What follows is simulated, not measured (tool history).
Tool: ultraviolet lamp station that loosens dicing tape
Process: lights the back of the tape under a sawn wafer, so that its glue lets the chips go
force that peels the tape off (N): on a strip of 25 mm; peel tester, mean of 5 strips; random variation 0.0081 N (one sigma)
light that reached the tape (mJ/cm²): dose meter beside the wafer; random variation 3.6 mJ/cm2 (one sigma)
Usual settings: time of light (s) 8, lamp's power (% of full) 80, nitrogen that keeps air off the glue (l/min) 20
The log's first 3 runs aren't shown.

run,hour,time of light (s),lamp's power (% of full),nitrogen that keeps air off the glue (l/min),hours of work of the lamp,hours of work since the window was cleaned,force that peels the tape off (N),light that reached the tape (mJ/cm²)
4,131.7,8,80,10,216,376,0.550,517
# hour 162.3: window cleaned of glue's vapour
5,170.5,8,80,10,241,5,0.515,538
6,234.7,8,80,37,282,47,0.336,530
7,293.5,8,80,37,320,84,0.330,524
8,322.9,8,80,34,339,103,0.348,513
9,376.0,8,80,34,373,137,0.358,507
10,422.5,8,80,34,403,167,0.351,502
11,459.6,8,80,34,427,191,0.358,498
12,494.0,8,80,34,449,213,0.373,492
13,533.4,8,80,20,474,239,0.439,487
14,562.7,8,80,20,493,257,0.473,481
15,610.1,14,80,20,523,288,0.215,835
16,644.9,14,80,20,546,310,0.213,825
17,707.0,8,80,6,586,350,0.858,464
18,736.4,8,80,6,604,369,0.834,454
19,762.5,8,80,20,621,386,0.528,453
# hour 777.5: window cleaned of glue's vapour
20,808.8,8,80,7,651,20,0.751,485
21,837.5,9,74,10,669,39,0.597,490
22,882.0,10,71,7,698,67,0.649,522
23,938.7,11,71,7,734,104,0.575,553
24,1002.2,11,84,7,775,144,0.421,649

Run 25 comes next. What will it give?
25,1036.3,4,72,11,797,166,?,?

{"run 25": {"force that peels the tape off (N)": 2.014, "light that reached the tape (mJ/cm²)": 199}}
Without the tool's hidden state the same run would have given force that peels the tape off (N) 1.449, light that reached the tape (mJ/cm²) 267.
